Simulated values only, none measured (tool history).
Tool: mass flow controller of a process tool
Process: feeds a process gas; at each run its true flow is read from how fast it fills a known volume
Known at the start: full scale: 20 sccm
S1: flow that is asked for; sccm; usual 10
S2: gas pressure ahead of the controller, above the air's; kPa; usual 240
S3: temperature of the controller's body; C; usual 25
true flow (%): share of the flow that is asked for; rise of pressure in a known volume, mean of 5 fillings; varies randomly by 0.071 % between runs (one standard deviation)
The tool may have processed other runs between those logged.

run 1 day=0.000 | S1=10 S2=240 S3=25 | true_flow_(%)=99.99
run 2 day=2.867 | S1=10 S2=240 S3=25 | true_flow_(%)=99.90
run 3 day=7.454 | S1=10 S2=240 S3=25 | true_flow_(%)=99.89
run 4 day=9.938 | S1=10 S2=240 S3=25 | true_flow_(%)=99.89
run 5 day=14.592 | S1=10 S2=240 S3=25 | true_flow_(%)=99.97
run 6 day=18.283 | S1=10 S2=240 S3=25 | true_flow_(%)=99.97
run 7 day=21.000 | S1=10 S2=240 S3=25 | true_flow_(%)=100.00
run 8 day=25.696 | S1=10 S2=240 S3=25 | true_flow_(%)=99.90
run 9 day=28.817 | S1=10 S2=240 S3=25 | true_flow_(%)=99.87
run 10 day=32.854 | S1=5 S2=257 S3=26 | true_flow_(%)=99.73
run 11 day=35.050 | S1=5 S2=257 S3=26 | true_flow_(%)=99.86
run 12 day=37.179 | S1=14 S2=173 S3=21 | true_flow_(%)=100.11
run 13 day=41.367 | S1=14 S2=173 S3=21 | true_flow_(%)=100.09
run 14 day=45.867 | S1=7 S2=221 S3=23 | true_flow_(%)=99.90
run 15 day=49.654 | S1=10 S2=173 S3=25 | true_flow_(%)=99.59
run 16 day=52.846 | S1=10 S2=173 S3=25 | true_flow_(%)=99.71
run 17 day=54.854 | S1=10 S2=173 S3=25 | true_flow_(%)=99.86
run 18 day=59.467 | S1=10 S2=174 S3=28 | true_flow_(%)=99.57

4 options for the next run, each taken on its own from the tool as it stands now. Forecast them:
run A day=61.592 | S1=10 S2=201 S3=23 | true_flow_(%)=?
run B day=61.592 | S1=10 S2=176 S3=28 | true_flow_(%)=?
run C day=61.592 | S1=4 S2=240 S3=25 | true_flow_(%)=?
run D day=61.592 | S1=10 S2=144 S3=25 | true_flow_(%)=?

run=A true_flow_(%)=100.00
run=B true_flow_(%)=99.60
run=C true_flow_(%)=99.79
run=D true_flow_(%)=99.59
Without the tool's unlogged condition, the same runs would have read:
run=A true_flow_(%)=100.01
run=B true_flow_(%)=99.62
run=C true_flow_(%)=99.80
run=D true_flow_(%)=99.60
